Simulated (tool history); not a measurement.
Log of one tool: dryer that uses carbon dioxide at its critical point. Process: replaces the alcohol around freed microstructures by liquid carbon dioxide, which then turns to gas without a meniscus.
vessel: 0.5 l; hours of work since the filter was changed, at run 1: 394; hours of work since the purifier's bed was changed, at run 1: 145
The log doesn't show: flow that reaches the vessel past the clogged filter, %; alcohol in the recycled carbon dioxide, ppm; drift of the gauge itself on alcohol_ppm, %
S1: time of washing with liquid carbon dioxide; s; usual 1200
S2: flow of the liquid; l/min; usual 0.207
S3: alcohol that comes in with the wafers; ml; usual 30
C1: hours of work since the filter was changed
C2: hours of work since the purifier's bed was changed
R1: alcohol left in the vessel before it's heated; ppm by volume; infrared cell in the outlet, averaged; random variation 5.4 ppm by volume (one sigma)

| run | day | S1 | S2 | S3 | C1 | C2 | R1 |
|---|---|---|---|---|---|---|---|
| 1 | 0.000 | 1200 | 0.207 | 30 | 394 | 145 | 247 |
| 2 | 0.950 | 840 | 0.207 | 30 | 402 | 153 | 1227 |
| 3 | 1.796 | 840 | 0.207 | 30 | 409 | 160 | 1220 |
| 4 | 2.283 | 1200 | 0.207 | 76 | 413 | 165 | 585 |
| 5 | 2.867 | 1200 | 0.207 | 76 | 418 | 170 | 613 |
| 6 | 3.783 | 1200 | 0.207 | 38 | 426 | 177 | 324 |
|  | 4.167 | inlet filter changed |
| 7 | 4.754 | 1200 | 0.207 | 38 | 5 | 185 | 230 |
| 8 | 5.679 | 1200 | 0.167 | 46 | 13 | 193 | 791 |
| 9 | 6.592 | 1200 | 0.167 | 46 | 21 | 201 | 775 |

Run 10 comes next. What will it give?
| 10 | 7.267 | 1200 | 0.243 | 22 | 26 | 207 | ? |

{"run 10": {"R1": 85}}
Without the tool's hidden state the same run would have given R1 38 ppm by volume.

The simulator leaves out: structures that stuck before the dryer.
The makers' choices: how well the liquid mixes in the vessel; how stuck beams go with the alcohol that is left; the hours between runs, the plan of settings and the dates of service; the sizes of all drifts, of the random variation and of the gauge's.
